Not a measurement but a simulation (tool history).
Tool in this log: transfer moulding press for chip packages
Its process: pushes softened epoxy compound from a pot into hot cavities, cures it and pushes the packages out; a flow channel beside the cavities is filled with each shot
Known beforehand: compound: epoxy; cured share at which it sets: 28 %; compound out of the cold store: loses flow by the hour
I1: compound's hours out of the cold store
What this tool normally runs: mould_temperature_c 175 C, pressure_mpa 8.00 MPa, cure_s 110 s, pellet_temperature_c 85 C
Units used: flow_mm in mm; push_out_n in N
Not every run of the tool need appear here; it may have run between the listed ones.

Run 1, hour 0.0: usual settings; I1 11.1. Result: flow_mm 528 mm, push_out_n 402 N.
Run 2, hour 27.4: usual settings; I1 19.2. Result: flow_mm 504 mm, push_out_n 473 N.
At hour 48.4: plunger's sealing rings changed.
At hour 55.9: cavities cleaned with cleaning compound and waxed.
Run 3, hour 69.0: usual settings; I1 14.6. Result: flow_mm 573 mm, push_out_n 420 N.
Run 4, hour 105.1: usual settings; I1 47.5. Result: flow_mm 507 mm, push_out_n 488 N.
At hour 124.2: cavities cleaned with cleaning compound and waxed.
Run 5, hour 141.2: usual settings; I1 15.4. Result: flow_mm 575 mm, push_out_n 433 N.
Run 6, hour 162.3: usual settings; I1 45.2. Result: flow_mm 515 mm, push_out_n 473 N.
At hour 192.2: cavities cleaned with cleaning compound and waxed.
Run 7, hour 194.0: usual settings; I1 14.4. Result: flow_mm 563 mm, push_out_n 375 N.
At hour 226.8: mould's thermocouples calibrated.
Run 8, hour 230.2: usual settings; I1 28.2. Result: flow_mm 515 mm, push_out_n 449 N.
At hour 260.1: cavities cleaned with cleaning compound and waxed.
Run 9, hour 263.6: usual settings; I1 44.9. Result: flow_mm 492 mm, push_out_n 360 N.
Run 10, hour 284.5: usual settings; I1 19.8. Result: flow_mm 527 mm, push_out_n 426 N.
Run 11, hour 319.8: usual settings; I1 25.9. Result: flow_mm 515 mm, push_out_n 488 N.
At hour 326.0: cavities cleaned with cleaning compound and waxed.
Run 12, hour 337.4: usual settings; I1 11.6. Result: flow_mm 541 mm, push_out_n 386 N.
Run 13, hour 369.0: usual settings but mould_temperature_c 170 C, pressure_mpa 6.90 MPa, cure_s 107 s; I1 36.3. Result: flow_mm 467 mm, push_out_n 646 N.
At hour 393.6: cavities cleaned with cleaning compound and waxed.
Run 14, hour 403.0: usual settings but mould_temperature_c 183 C, pressure_mpa 9.25 MPa, cure_s 107 s; I1 17.8. Result: flow_mm 541 mm, push_out_n 328 N.
Run 15, hour 440.0: usual settings but mould_temperature_c 167 C, pressure_mpa 6.63 MPa, cure_s 107 s; I1 34.9. Result: flow_mm 450 mm, push_out_n 835 N.
At hour 459.8: cavities cleaned with cleaning compound and waxed.
At hour 474.3: plunger's sealing rings changed.
Run 16, hour 478.5: usual settings but mould_temperature_c 179 C, pressure_mpa 6.63 MPa, cure_s 111 s, pellet_temperature_c 89 C; I1 29.6. Result: flow_mm 482 mm, push_out_n 372 N.

What does the tool deliver on the next run?
Run 17, hour 497.4: usual settings but mould_temperature_c 179 C, pressure_mpa 6.63 MPa, cure_s 139 s, pellet_temperature_c 89 C; I1 14.2. Result: flow_mm ?, push_out_n ?.

flow_mm: 512 mm
push_out_n: 379 N
Minus the tool's unlogged condition, the same run would have read flow_mm 515 mm, push_out_n 284 N.
